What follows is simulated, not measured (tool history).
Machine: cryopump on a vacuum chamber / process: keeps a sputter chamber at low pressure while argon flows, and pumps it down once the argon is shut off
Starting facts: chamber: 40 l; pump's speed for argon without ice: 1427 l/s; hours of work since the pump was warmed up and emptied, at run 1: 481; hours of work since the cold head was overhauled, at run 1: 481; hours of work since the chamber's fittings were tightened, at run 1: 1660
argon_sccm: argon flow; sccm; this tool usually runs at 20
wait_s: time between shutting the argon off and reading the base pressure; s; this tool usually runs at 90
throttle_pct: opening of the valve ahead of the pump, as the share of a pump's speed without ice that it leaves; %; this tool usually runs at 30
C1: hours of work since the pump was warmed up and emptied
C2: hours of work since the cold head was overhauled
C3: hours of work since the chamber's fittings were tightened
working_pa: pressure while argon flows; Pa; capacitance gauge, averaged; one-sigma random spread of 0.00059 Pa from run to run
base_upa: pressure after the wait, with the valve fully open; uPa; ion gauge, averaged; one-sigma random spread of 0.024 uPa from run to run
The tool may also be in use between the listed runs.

run 1 day=0.000 | argon_sccm=20 wait_s=90 throttle_pct=30 | C1=481 C2=481 C3=1660 | working_pa=0.0845 base_upa=2.33
run 2 day=1.088 | argon_sccm=20 wait_s=90 throttle_pct=30 | C1=502 C2=502 C3=1680 | working_pa=0.0842 base_upa=2.37
run 3 day=2.383 | argon_sccm=20 wait_s=90 throttle_pct=30 | C1=526 C2=526 C3=1705 | working_pa=0.0853 base_upa=2.40
run 4 day=3.396 | argon_sccm=20 wait_s=90 throttle_pct=30 | C1=545 C2=545 C3=1724 | working_pa=0.0853 base_upa=2.44
-- day=4.425 pump warmed up, emptied and cooled again
run 5 day=4.758 | argon_sccm=20 wait_s=90 throttle_pct=30 | C1=6 C2=567 C3=1746 | working_pa=0.0793 base_upa=2.11
run 6 day=5.696 | argon_sccm=20 wait_s=90 throttle_pct=30 | C1=24 C2=585 C3=1763 | working_pa=0.0785 base_upa=2.09
run 7 day=6.933 | argon_sccm=20 wait_s=37 throttle_pct=30 | C1=47 C2=608 C3=1787 | working_pa=0.0792 base_upa=3.15
run 8 day=7.638 | argon_sccm=20 wait_s=37 throttle_pct=30 | C1=61 C2=621 C3=1800 | working_pa=0.0794 base_upa=3.26
run 9 day=8.362 | argon_sccm=20 wait_s=70 throttle_pct=30 | C1=74 C2=635 C3=1814 | working_pa=0.0802 base_upa=2.38
run 10 day=9.250 | argon_sccm=20 wait_s=90 throttle_pct=30 | C1=91 C2=652 C3=1831 | working_pa=0.0799 base_upa=2.22
run 11 day=10.492 | argon_sccm=20 wait_s=90 throttle_pct=30 | C1=115 C2=675 C3=1854 | working_pa=0.0797 base_upa=2.17
run 12 day=11.262 | argon_sccm=20 wait_s=172 throttle_pct=30 | C1=129 C2=690 C3=1869 | working_pa=0.0796 base_upa=1.86
run 13 day=12.483 | argon_sccm=20 wait_s=90 throttle_pct=60 | C1=152 C2=713 C3=1892 | working_pa=0.0413 base_upa=2.27
run 14 day=13.767 | argon_sccm=30 wait_s=90 throttle_pct=30 | C1=176 C2=737 C3=1916 | working_pa=0.1207 base_upa=2.33
run 15 day=14.883 | argon_sccm=20 wait_s=90 throttle_pct=30 | C1=197 C2=758 C3=1937 | working_pa=0.0806 base_upa=2.26
run 16 day=15.771 | argon_sccm=20 wait_s=90 throttle_pct=30 | C1=214 C2=775 C3=1954 | working_pa=0.0815 base_upa=2.30
run 17 day=16.417 | argon_sccm=11 wait_s=90 throttle_pct=30 | C1=226 C2=787 C3=1966 | working_pa=0.0450 base_upa=2.36
run 18 day=17.317 | argon_sccm=24 wait_s=120 throttle_pct=30 | C1=243 C2=804 C3=1983 | working_pa=0.0991 base_upa=2.20
run 19 day=18.012 | argon_sccm=18 wait_s=296 throttle_pct=30 | C1=257 C2=817 C3=1996 | working_pa=0.0742 base_upa=1.91
run 20 day=19.329 | argon_sccm=20 wait_s=77 throttle_pct=53 | C1=281 C2=842 C3=2021 | working_pa=0.0475 base_upa=2.48
run 21 day=20.767 | argon_sccm=17 wait_s=26 throttle_pct=39 | C1=309 C2=869 C3=2048 | working_pa=0.0547 base_upa=4.17
run 22 day=21.808 | argon_sccm=20 wait_s=245 throttle_pct=29 | C1=328 C2=889 C3=2068 | working_pa=0.0865 base_upa=2.12
run 23 day=22.612 | argon_sccm=17 wait_s=90 throttle_pct=17 | C1=343 C2=904 C3=2083 | working_pa=0.1226 base_upa=2.60
run 24 day=23.850 | argon_sccm=32 wait_s=90 throttle_pct=17 | C1=367 C2=927 C3=2106 | working_pa=0.2290 base_upa=2.59
run 25 day=24.471 | argon_sccm=16 wait_s=92 throttle_pct=49 | C1=378 C2=939 C3=2118 | working_pa=0.0429 base_upa=2.65
run 26 day=25.862 | argon_sccm=35 wait_s=92 throttle_pct=37 | C1=405 C2=965 C3=2144 | working_pa=0.1198 base_upa=2.59
run 27 day=26.838 | argon_sccm=11 wait_s=29 throttle_pct=20 | C1=423 C2=984 C3=2163 | working_pa=0.0676 base_upa=4.17
run 28 day=27.712 | argon_sccm=33 wait_s=90 throttle_pct=30 | C1=440 C2=1000 C3=2179 | working_pa=0.1401 base_upa=2.78
run 29 day=28.958 | argon_sccm=20 wait_s=129 throttle_pct=30 | C1=463 C2=1024 C3=2203 | working_pa=0.0845 base_upa=2.60
run 30 day=29.967 | argon_sccm=12 wait_s=40 throttle_pct=43 | C1=482 C2=1043 C3=2222 | working_pa=0.0363 base_upa=3.69
run 31 day=30.729 | argon_sccm=8 wait_s=95 throttle_pct=55 | C1=497 C2=1057 C3=2236 | working_pa=0.0199 base_upa=2.85

What differs in the tool's unlogged condition from the final listed run ahead of each entry between runs to the first listed run following it?
Run 4 -> run 5: pump warmed up, emptied and cooled again (day 4.425)
  pump's speed, % of a pump's without ice: 77.4 -> 99.5; cold plate's temperature, K: 12.53 -> 12.54; leak into the chamber, uPa l/s: 1925 -> 1944
  the result without the hidden state subtracted from the measured one, working_pa: +0.0072 -> +0.0003 Pa; base_upa: +1.52 -> +1.20 uPa

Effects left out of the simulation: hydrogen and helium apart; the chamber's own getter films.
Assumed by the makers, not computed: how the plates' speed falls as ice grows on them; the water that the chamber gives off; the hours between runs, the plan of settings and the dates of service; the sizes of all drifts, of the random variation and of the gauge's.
